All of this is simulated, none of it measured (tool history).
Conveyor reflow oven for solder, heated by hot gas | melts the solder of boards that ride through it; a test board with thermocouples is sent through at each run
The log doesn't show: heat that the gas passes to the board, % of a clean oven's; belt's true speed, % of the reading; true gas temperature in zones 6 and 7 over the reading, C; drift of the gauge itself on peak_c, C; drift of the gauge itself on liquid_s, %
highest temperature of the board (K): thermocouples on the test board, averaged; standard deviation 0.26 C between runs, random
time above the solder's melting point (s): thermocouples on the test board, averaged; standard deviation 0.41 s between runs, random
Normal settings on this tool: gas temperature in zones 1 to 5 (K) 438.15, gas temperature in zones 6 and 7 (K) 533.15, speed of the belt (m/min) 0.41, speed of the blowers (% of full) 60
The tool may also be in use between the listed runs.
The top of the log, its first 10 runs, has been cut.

run,hour,gas temperature in zones 1 to 5 (K),gas temperature in zones 6 and 7 (K),speed of the belt (m/min),speed of the blowers (% of full),hours of work since the flux was cleaned out,hours of work since the belt drive was overhauled,hours of work since the thermocouples were changed,highest temperature of the board (K),time above the solder's melting point (s)
11,210,438.15,533.15,0.41,60,145,872,925,515.75,52.2
12,234.7,438.15,540.15,0.41,60,162,889,942,521.45,58.3
13,254,438.15,540.15,0.41,60,175,902,956,520.65,57.7
14,271.9,452.15,533.15,0.41,60,187,915,968,517.65,60.4
15,287.5,452.15,533.15,0.41,68,198,925,979,520.75,64.9
16,305.7,452.15,533.15,0.41,68,211,938,991,520.15,65
17,325.8,441.15,544.15,0.41,65,225,952,1005,526.75,65.3
# hour 332.2: belt drive overhauled, speed set with a stopwatch
18,346,438.15,533.15,0.334,60,236,10,1016,521.35,75.4
19,357.7,429.15,533.15,0.45,60,244,18,1024,509.35,36.7
20,377,443.15,546.15,0.41,82,257,31,1038,533.35,72.3
21,399.2,443.15,546.15,0.41,82,272,46,1053,533.35,71.7
22,418.9,443.15,546.15,0.41,82,286,60,1066,532.95,71.8
23,444.7,438.15,523.15,0.351,79,304,78,1084,515.55,67.8
24,461.5,438.15,523.15,0.351,79,315,89,1096,515.25,66.8
25,483,445.15,533.15,0.467,60,330,104,1111,511.15,40.8
# hour 507: belt drive overhauled, speed set with a stopwatch, once more
26,514.5,438.15,533.15,0.404,60,349,5,1130,513.35,48.8
27,538.3,429.15,540.15,0.406,59,365,22,1146,516.65,48.5
# hour 544.2: thermocouples of zones 6 and 7 changed
28,560.8,429.15,540.15,0.406,59,380,36,11,513.65,46.1
# hour 567.2: flux residue cleaned out of gas plates and filters
29,589.2,429.15,540.15,0.406,59,15,52,28,518.25,51.5
30,605.8,438.15,533.15,0.331,60,27,63,39,520.55,74.5

What if the next run were any one of these 5? Each begins from the tool's condition after run 30:
A,621.5,434.15,536.15,0.383,60,37,74,50,?,?
B,621.5,436.15,533.15,0.331,60,37,74,50,?,?
C,621.5,434.15,532.15,0.331,60,37,74,50,?,?
D,621.5,438.15,526.15,0.359,51,37,74,50,?,?
E,621.5,451.15,533.15,0.41,72,37,74,50,?,?

run,highest temperature of the board (K),time above the solder's melting point (s)
A,518.25,57.5
B,520.55,72.8
C,519.35,70.3
D,508.95,50.9
E,520.15,63.5
Without the tool's hidden state the same runs would have given:
run,highest temperature of the board (K),time above the solder's melting point (s)
A,518.65,58
B,520.95,73.2
C,519.75,70.7
D,509.25,51.4
E,520.55,63.9
